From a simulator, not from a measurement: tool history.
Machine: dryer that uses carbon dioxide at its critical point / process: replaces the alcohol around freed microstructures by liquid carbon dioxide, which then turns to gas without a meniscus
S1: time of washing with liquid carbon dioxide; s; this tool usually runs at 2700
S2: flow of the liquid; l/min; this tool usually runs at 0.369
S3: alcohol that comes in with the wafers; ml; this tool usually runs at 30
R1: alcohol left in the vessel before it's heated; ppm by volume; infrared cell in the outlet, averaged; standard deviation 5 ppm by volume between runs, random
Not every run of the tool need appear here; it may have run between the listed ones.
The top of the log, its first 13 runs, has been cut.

| run | hour | S1 | S2 | S3 | R1 |
|---|---|---|---|---|---|
| 14 | 94.3 | 2700 | 0.369 | 69 | 40 |
| 15 | 101.3 | 3720 | 0.369 | 69 | 23 |
| 16 | 111.6 | 2700 | 0.369 | 30 | 37 |
| 17 | 121.4 | 3660 | 0.286 | 65 | 33 |
| 18 | 132.6 | 3660 | 0.286 | 65 | 37 |
| 19 | 138.5 | 3840 | 0.369 | 30 | 21 |
| 20 | 149.2 | 3360 | 0.387 | 47 | 19 |
| 21 | 157.7 | 3360 | 0.387 | 47 | 24 |
| 22 | 169.4 | 3420 | 0.369 | 27 | 26 |
| 23 | 178.8 | 4140 | 0.434 | 43 | 26 |
| 24 | 185.8 | 3180 | 0.463 | 32 | 26 |
| 25 | 195.3 | 2700 | 0.369 | 54 | 41 |
| 26 | 204.5 | 2700 | 0.369 | 119 | 78 |
| 27 | 212.8 | 2700 | 0.369 | 119 | 80 |
| 28 | 221.5 | 1980 | 0.232 | 88 | 1697 |
| 29 | 231.6 | 2040 | 0.446 | 23 | 34 |
| 30 | 243.1 | 2040 | 0.446 | 23 | 36 |
| 31 | 252.5 | 2700 | 0.460 | 45 | 31 |
| 32 | 262.4 | 2700 | 0.460 | 45 | 30 |

4 options for the next run, each taken on its own from the tool as it stands now. Forecast them:
| A | 273.6 | 3120 | 0.606 | 30 | ? |
| B | 273.6 | 3480 | 0.394 | 24 | ? |
| C | 273.6 | 2160 | 0.355 | 26 | ? |
| D | 273.6 | 1920 | 0.518 | 27 | ? |

| run | R1 |
|---|---|
| A | 25 |
| B | 27 |
| C | 92 |
| D | 52 |
With no hidden state in the tool, these same runs would have given:
| run | R1 |
|---|---|
| A | 4 |
| B | 5 |
| C | 34 |
| D | 21 |
